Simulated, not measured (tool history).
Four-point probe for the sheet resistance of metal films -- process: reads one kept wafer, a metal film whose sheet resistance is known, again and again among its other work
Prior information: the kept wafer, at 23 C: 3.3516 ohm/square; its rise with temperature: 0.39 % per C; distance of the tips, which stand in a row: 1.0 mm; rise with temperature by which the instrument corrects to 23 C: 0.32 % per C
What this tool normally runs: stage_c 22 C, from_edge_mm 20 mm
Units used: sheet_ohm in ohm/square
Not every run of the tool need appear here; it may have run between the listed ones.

run,hour,stage_c,from_edge_mm,sheet_ohm
1,0,22,20,3.34982
2,35,22,20,3.349984
3,78.3,22,20,3.3475
4,119.1,25,20,3.355309
5,156.3,25,9,3.372175
6,191.2,25,9,3.371522
7,235.1,25,7,3.384949
8,257.4,25,7,3.385407
9,291.1,25,7,3.384094
10,319.1,25,7,3.383707
11,340.3,22,20,3.344532
12,362.6,22,20,3.345255
13,402.8,22,20,3.344214
14,439.6,22,20,3.344849
15,462.8,22,20,3.341731
# hour 478.2: stage's thermometer calibrated
16,494,34,20,3.372615
17,530.6,34,3,3.557006
# hour 564: stage's thermometer calibrated, once more
18,564.3,34,3,3.547193
19,600.8,34,3,3.547365
20,643.1,22,20,3.334184
21,666.5,22,20,3.334438
22,702.2,31,20,3.355625
23,731.2,20,41,3.326074
24,752.4,20,41,3.326404
25,796.9,20,41,3.324576
26,832.2,31,20,3.352847
27,863.1,31,8,3.37592
28,899.9,31,8,3.375145
29,947.2,22,38,3.32889
30,994.1,22,38,3.328213
31,1028.2,29,9,3.363661
32,1053.6,21,24,3.327234
33,1089.5,20,24,3.322924
34,1134.1,20,24,3.322734
35,1179,20,24,3.323418
36,1225.4,21,11,3.335674
37,1257.2,21,11,3.334122
38,1281.9,21,22,3.32354
39,1310.3,30,59,3.340978
40,1353.5,18,17,3.318932
41,1396.3,21,69,3.321372
42,1438.3,21,69,3.31892
43,1470.1,21,69,3.317407
44,1499,21,69,3.318138

Branching from run 44: 4 alternative next runs. What would each branch give?
A,1537.5,33,69,?
B,1537.5,21,11,?
C,1537.5,21,16,?
D,1537.5,27,8,?

run,sheet_ohm
A,3.343343
B,3.333093
C,3.325226
D,3.358264
Without the tool's hidden state the same runs would have given:
run,sheet_ohm
A,3.373252
B,3.362781
C,3.354849
D,3.388227
